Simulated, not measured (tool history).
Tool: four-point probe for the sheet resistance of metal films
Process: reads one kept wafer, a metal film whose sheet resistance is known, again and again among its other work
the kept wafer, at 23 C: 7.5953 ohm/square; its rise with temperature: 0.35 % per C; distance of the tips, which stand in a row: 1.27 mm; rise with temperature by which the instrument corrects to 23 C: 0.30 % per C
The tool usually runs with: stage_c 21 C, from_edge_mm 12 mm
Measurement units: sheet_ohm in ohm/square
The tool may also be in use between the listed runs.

run 1 hour=0 | stage_c=21 from_edge_mm=12 | sheet_ohm=7.616853
run 2 hour=20.3 | stage_c=29 from_edge_mm=12 | sheet_ohm=7.647351
run 3 hour=36 | stage_c=29 from_edge_mm=12 | sheet_ohm=7.645592
run 4 hour=66.7 | stage_c=29 from_edge_mm=12 | sheet_ohm=7.649506
run 5 hour=82.4 | stage_c=29 from_edge_mm=12 | sheet_ohm=7.645542
run 6 hour=108.6 | stage_c=22 from_edge_mm=12 | sheet_ohm=7.621473
run 7 hour=129.4 | stage_c=22 from_edge_mm=12 | sheet_ohm=7.623806
run 8 hour=150.5 | stage_c=21 from_edge_mm=16 | sheet_ohm=7.600286
run 9 hour=172.5 | stage_c=21 from_edge_mm=16 | sheet_ohm=7.600527
run 10 hour=191.3 | stage_c=21 from_edge_mm=16 | sheet_ohm=7.603545
run 11 hour=212.7 | stage_c=21 from_edge_mm=16 | sheet_ohm=7.602478
run 12 hour=239.2 | stage_c=34 from_edge_mm=12 | sheet_ohm=7.673434
run 13 hour=257.3 | stage_c=34 from_edge_mm=12 | sheet_ohm=7.673328
run 14 hour=276.4 | stage_c=30 from_edge_mm=12 | sheet_ohm=7.659912
run 15 hour=293.7 | stage_c=30 from_edge_mm=12 | sheet_ohm=7.658234
run 16 hour=311.9 | stage_c=30 from_edge_mm=12 | sheet_ohm=7.661891

Predict the results of run 17:
run 17 hour=338.2 | stage_c=33 from_edge_mm=11 | sheet_ohm=?

{"run 17": {"sheet_ohm": 7.681261}}
Had the tool carried no hidden state, the very same run would have given sheet_ohm 7.688568 ohm/square.

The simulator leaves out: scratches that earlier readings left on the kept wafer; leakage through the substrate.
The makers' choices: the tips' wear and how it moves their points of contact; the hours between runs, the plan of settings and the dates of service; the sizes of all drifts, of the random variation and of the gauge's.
